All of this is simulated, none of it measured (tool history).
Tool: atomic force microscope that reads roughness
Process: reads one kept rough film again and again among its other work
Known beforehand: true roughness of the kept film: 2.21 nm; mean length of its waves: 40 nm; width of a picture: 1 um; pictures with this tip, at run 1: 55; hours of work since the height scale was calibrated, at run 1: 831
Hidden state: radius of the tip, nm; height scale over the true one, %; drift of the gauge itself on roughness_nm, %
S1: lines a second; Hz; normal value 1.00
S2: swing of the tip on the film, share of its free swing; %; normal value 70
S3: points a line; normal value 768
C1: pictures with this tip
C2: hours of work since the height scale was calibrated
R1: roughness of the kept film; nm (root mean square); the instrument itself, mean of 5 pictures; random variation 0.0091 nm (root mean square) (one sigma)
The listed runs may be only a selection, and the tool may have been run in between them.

run     day    S1  S2   S3  C1   C2     R1
  1   0.000  1.00  70  768  55  831  1.962
      0.271  -- new tip fitted
      2.021  -- new tip fitted
  2   2.125  1.00  70  768   4  866  2.035
      3.738  -- new tip fitted
  3   4.017  1.00  70  768  11  898  2.043
      4.238  -- height scale calibrated on a step standard
      5.550  -- new tip fitted
  4   6.004  1.00  76  768  17   29  1.977
      7.238  -- new tip fitted
      8.929  -- new tip fitted
  5   9.054  1.00  76  768   5   80  2.027
     10.667  -- new tip fitted
  6  10.708  0.94  70  460   2  107  2.051
     12.438  -- new tip fitted
  7  12.554  0.94  56  690   5  138  2.102
     14.188  -- new tip fitted
  8  14.696  0.94  56  690  19  174  2.080
     16.146  -- new tip fitted
  9  16.162  1.13  56  690   1  198  2.107
     17.954  -- new tip fitted
 10  18.150  1.13  56  690   8  231  2.104

Hidden state or all else? Some run-to-run changes of R1, split into what the settings, what came in and random variation would give without the hidden state, and what is left for the hidden state (with any gauge scatter that isn't in both results):
Run 1 -> 2: new tip fitted, new tip fitted. R1 +0.073 nm (root mean square): hidden state +0.069, all else +0.004.
